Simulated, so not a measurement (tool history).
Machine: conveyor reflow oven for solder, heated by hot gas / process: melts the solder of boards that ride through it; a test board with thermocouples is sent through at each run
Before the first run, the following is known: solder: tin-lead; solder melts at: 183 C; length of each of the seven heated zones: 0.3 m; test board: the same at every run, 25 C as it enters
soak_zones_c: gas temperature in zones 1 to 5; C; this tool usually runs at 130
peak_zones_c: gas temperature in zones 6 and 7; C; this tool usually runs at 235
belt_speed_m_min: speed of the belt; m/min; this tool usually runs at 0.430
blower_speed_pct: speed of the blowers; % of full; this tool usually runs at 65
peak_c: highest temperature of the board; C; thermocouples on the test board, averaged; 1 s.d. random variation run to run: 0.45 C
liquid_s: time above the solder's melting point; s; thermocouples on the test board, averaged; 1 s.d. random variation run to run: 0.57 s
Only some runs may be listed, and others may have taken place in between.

Run 1, hour 0.0: usual settings. Result: peak_c 211.7 C, liquid_s 53.9 s.
Run 2, hour 46.7: usual settings. Result: peak_c 212.2 C, liquid_s 53.6 s.
Run 3, hour 93.9: usual settings. Result: peak_c 211.2 C, liquid_s 54.4 s.
Run 4, hour 156.5: usual settings. Result: peak_c 211.0 C, liquid_s 53.2 s.
Run 5, hour 208.3: usual settings. Result: peak_c 211.4 C, liquid_s 52.6 s.
Run 6, hour 244.7: usual settings. Result: peak_c 210.3 C, liquid_s 51.4 s.
Run 7, hour 321.0: usual settings. Result: peak_c 211.0 C, liquid_s 52.6 s.
Run 8, hour 371.5: usual settings but belt_speed_m_min 0.377 m/min. Result: peak_c 215.2 C, liquid_s 65.6 s.
Run 9, hour 423.8: usual settings but belt_speed_m_min 0.377 m/min. Result: peak_c 215.1 C, liquid_s 66.0 s.
Run 10, hour 492.8: usual settings but peak_zones_c 239 C. Result: peak_c 213.8 C, liquid_s 54.6 s.
At hour 514.9: flux residue cleaned out of gas plates and filters.
Run 11, hour 544.6: usual settings but peak_zones_c 239 C. Result: peak_c 214.0 C, liquid_s 57.7 s.
Run 12, hour 620.5: usual settings. Result: peak_c 210.3 C, liquid_s 52.7 s.
Run 13, hour 684.9: usual settings. Result: peak_c 210.7 C, liquid_s 53.1 s.
Run 14, hour 738.2: usual settings. Result: peak_c 209.7 C, liquid_s 52.0 s.
Run 15, hour 772.2: usual settings but blower_speed_pct 63 % of full. Result: peak_c 208.8 C, liquid_s 52.3 s.
Run 16, hour 825.3: usual settings but blower_speed_pct 63 % of full. Result: peak_c 210.2 C, liquid_s 51.8 s.
Run 17, hour 869.1: usual settings but blower_speed_pct 63 % of full. Result: peak_c 208.7 C, liquid_s 51.4 s.
Run 18, hour 943.3: usual settings but blower_speed_pct 63 % of full. Result: peak_c 209.2 C, liquid_s 50.6 s.
Run 19, hour 1000.0: usual settings but blower_speed_pct 63 % of full. Result: peak_c 208.3 C, liquid_s 50.3 s.
Run 20, hour 1038.9: usual settings but blower_speed_pct 63 % of full. Result: peak_c 208.8 C, liquid_s 50.1 s.
At hour 1067.0: flux residue cleaned out of gas plates and filters.
Run 21, hour 1101.6: usual settings but peak_zones_c 223 C, belt_speed_m_min 0.382 m/min. Result: peak_c 203.6 C, liquid_s 51.5 s.
Run 22, hour 1161.0: usual settings but soak_zones_c 118 C, belt_speed_m_min 0.383 m/min. Result: peak_c 211.6 C, liquid_s 58.1 s.
Run 23, hour 1237.6: usual settings but soak_zones_c 127 C, belt_speed_m_min 0.383 m/min, blower_speed_pct 85 % of full. Result: peak_c 218.1 C, liquid_s 68.7 s.
Run 24, hour 1313.7: usual settings but soak_zones_c 127 C, belt_speed_m_min 0.383 m/min, blower_speed_pct 85 % of full. Result: peak_c 217.2 C, liquid_s 66.5 s.
Run 25, hour 1355.7: usual settings but soak_zones_c 127 C, peak_zones_c 237 C, belt_speed_m_min 0.434 m/min, blower_speed_pct 85 % of full. Result: peak_c 215.3 C, liquid_s 56.7 s.
Run 26, hour 1406.7: usual settings but soak_zones_c 116 C, blower_speed_pct 51 % of full. Result: peak_c 199.5 C, liquid_s 34.0 s.
Run 27, hour 1438.0: usual settings but soak_zones_c 116 C, peak_zones_c 237 C, blower_speed_pct 78 % of full. Result: peak_c 211.5 C, liquid_s 49.4 s.
Run 28, hour 1513.3: usual settings but soak_zones_c 144 C, belt_speed_m_min 0.500 m/min, blower_speed_pct 55 % of full. Result: peak_c 202.8 C, liquid_s 39.9 s.
Run 29, hour 1576.2: usual settings but soak_zones_c 144 C, belt_speed_m_min 0.500 m/min, blower_speed_pct 55 % of full. Result: peak_c 202.5 C, liquid_s 37.5 s.
At hour 1620.3: flux residue cleaned out of gas plates and filters.
Run 30, hour 1643.2: usual settings but soak_zones_c 116 C, peak_zones_c 225 C, belt_speed_m_min 0.510 m/min, blower_speed_pct 53 % of full. Result: peak_c 187.3 C, liquid_s 7.5 s.
Run 31, hour 1676.9: usual settings but soak_zones_c 122 C, peak_zones_c 230 C, blower_speed_pct 63 % of full. Result: peak_c 203.2 C, liquid_s 42.2 s.

Predict each of these 3 candidate next runs independently; none follows another, all start after run 31:
Run A, hour 1749.8: usual settings but soak_zones_c 125 C, blower_speed_pct 60 % of full. Result: peak_c ?, liquid_s ?.
Run B, hour 1749.8: usual settings but soak_zones_c 122 C, peak_zones_c 237 C, blower_speed_pct 63 % of full. Result: peak_c ?, liquid_s ?.
Run C, hour 1749.8: usual settings but soak_zones_c 122 C, peak_zones_c 230 C, blower_speed_pct 59 % of full. Result: peak_c ?, liquid_s ?.

run  peak_c  liquid_s
  A   206.3      46.5
  B   208.9      47.8
  C   201.1      38.6
The same runs, with their run-to-run variation unchanged, on a tool lacking any hidden condition would have given:
run  peak_c  liquid_s
  A   210.8      51.2
  B   213.5      52.2
  C   205.6      44.0

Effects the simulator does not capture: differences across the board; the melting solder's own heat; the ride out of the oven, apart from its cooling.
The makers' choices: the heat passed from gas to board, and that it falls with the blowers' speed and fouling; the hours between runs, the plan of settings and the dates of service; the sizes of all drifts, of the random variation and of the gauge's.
